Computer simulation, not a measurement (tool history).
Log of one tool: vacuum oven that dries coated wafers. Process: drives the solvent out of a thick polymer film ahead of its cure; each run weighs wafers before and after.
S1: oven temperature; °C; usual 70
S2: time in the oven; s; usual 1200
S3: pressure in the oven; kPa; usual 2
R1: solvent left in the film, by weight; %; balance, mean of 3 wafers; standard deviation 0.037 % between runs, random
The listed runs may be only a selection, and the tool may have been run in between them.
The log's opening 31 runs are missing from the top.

{"run": 32, "hour": 1161.9, "S1": 76, "S2": 1860, "S3": 1.66, "R1": 1.19}
{"run": 33, "hour": 1210.2, "S1": 76, "S2": 1860, "S3": 1.66, "R1": 1.21}
{"run": 34, "hour": 1237.3, "S1": 75, "S2": 1860, "S3": 2.54, "R1": 1.75}
{"run": 35, "hour": 1277.6, "S1": 79, "S2": 1200, "S3": 2, "R1": 1.25}
{"run": 36, "hour": 1314.5, "S1": 79, "S2": 1200, "S3": 2, "R1": 1.24}
{"run": 37, "hour": 1363.5, "S1": 62, "S2": 720, "S3": 2.35, "R1": 8}
{"run": 38, "hour": 1410.5, "S1": 62, "S2": 720, "S3": 2.35, "R1": 7.97}
{"run": 39, "hour": 1460.0, "S1": 71, "S2": 1620, "S3": 2.35, "R1": 2.13}
{"run": 40, "hour": 1496.8, "S1": 71, "S2": 1620, "S3": 2.35, "R1": 2.14}
{"run": 41, "hour": 1521.8, "S1": 71, "S2": 1620, "S3": 2.35, "R1": 2.17}
{"run": 42, "hour": 1562.9, "S1": 65, "S2": 1140, "S3": 7.06, "R1": 8.19}
{"run": 43, "hour": 1591.9, "S1": 82, "S2": 1440, "S3": 2, "R1": 1.08}
{"run": 44, "hour": 1635.0, "S1": 82, "S2": 1440, "S3": 2, "R1": 1.14}
{"run": 45, "hour": 1662.2, "S1": 70, "S2": 1200, "S3": 1.1, "R1": 1.96}
{"run": 46, "hour": 1685.4, "S1": 84, "S2": 660, "S3": 2, "R1": 1.15}
{"run": 47, "hour": 1729.9, "S1": 64, "S2": 720, "S3": 1.83, "R1": 6.63}

Alternative continuations, all from the tool just after run 47; predict every row:
{"run": "A", "hour": 1779.7, "S1": 60, "S2": 720, "S3": 2.33, "R1": "?"}
{"run": "B", "hour": 1779.7, "S1": 71, "S2": 600, "S3": 2.79, "R1": "?"}
{"run": "C", "hour": 1779.7, "S1": 56, "S2": 900, "S3": 6.16, "R1": "?"}

run=A R1=8.79
run=B R1=5.08
run=C R1=12.8
Without the tool's hidden state the same runs would have given:
run=A R1=8.7
run=B R1=5.02
run=C R1=12.67
